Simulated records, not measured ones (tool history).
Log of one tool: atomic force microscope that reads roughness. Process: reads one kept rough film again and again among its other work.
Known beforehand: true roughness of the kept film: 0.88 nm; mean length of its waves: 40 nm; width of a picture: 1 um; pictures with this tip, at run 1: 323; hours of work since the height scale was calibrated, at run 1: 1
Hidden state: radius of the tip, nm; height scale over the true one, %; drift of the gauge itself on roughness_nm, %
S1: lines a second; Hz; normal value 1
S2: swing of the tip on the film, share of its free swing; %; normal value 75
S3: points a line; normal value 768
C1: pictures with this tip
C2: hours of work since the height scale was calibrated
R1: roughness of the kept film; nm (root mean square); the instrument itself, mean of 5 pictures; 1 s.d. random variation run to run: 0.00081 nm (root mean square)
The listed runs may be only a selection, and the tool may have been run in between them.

run,hour,S1,S2,S3,C1,C2,R1
1,0,1,75,768,323,1,0.8061
2,6.7,1,75,768,335,5,0.8077
# hour 11.4: new tip fitted
3,14,1,75,535,5,9,0.8232
4,19.6,1,75,535,16,12,0.8216
5,23.6,1,75,535,23,14,0.8219
6,29.1,1,75,768,34,17,0.8223
7,35.8,1,75,768,47,21,0.8211
8,40,1,75,768,55,23,0.8223
9,46.4,1,75,768,67,27,0.821
10,53.8,1,75,768,81,31,0.8204
11,59.9,1,75,565,92,35,0.8183
12,65.7,1,75,565,103,38,0.8175
13,73.8,1,75,565,119,42,0.8175
14,82.1,1,75,565,134,47,0.8163
15,90.3,2.09,75,768,150,52,0.7754
16,94,2.09,75,768,157,54,0.7732
17,100.4,2.09,75,768,169,58,0.7754
18,108.9,2.72,75,300,185,62,0.748
19,115.3,1.89,75,768,197,66,0.7791
# hour 117: height scale calibrated on a step standard
20,124.9,1.55,63,302,214,4,0.8164
21,129.5,1.55,63,302,222,7,0.8156
22,138.6,2.36,82,422,239,12,0.7259
23,147,1.47,61,768,255,17,0.8236
# hour 150.4: height scale calibrated on a step standard, once more
24,155.7,1,84,768,270,3,0.7851
25,163.3,2.81,75,494,284,7,0.7415
26,168.7,2.81,75,381,295,10,0.739
27,175,0.65,75,768,306,14,0.8176
28,183.7,0.65,75,768,323,19,0.8184
29,187.9,0.58,62,723,331,21,0.8343
# hour 194.7: new tip fitted
30,197.2,2.68,59,599,5,26,0.8202
31,204.4,0.59,75,768,18,30,0.8364
32,212.6,1.37,83,768,34,35,0.7811
33,216.9,1.37,83,768,42,37,0.7799

Here are 4 independent what-if runs from the current tool condition. What would each one return?
A,225.1,1.22,83,768,57,42,?
B,225.1,0.56,57,768,57,42,?
C,225.1,2.18,80,936,57,42,?
D,225.1,1.37,65,739,57,42,?

run,R1
A,0.7874
B,0.8518
C,0.7541
D,0.8277
Without the tool's unlogged condition, the same runs would have read:
run,R1
A,0.7923
B,0.8572
C,0.7588
D,0.8329
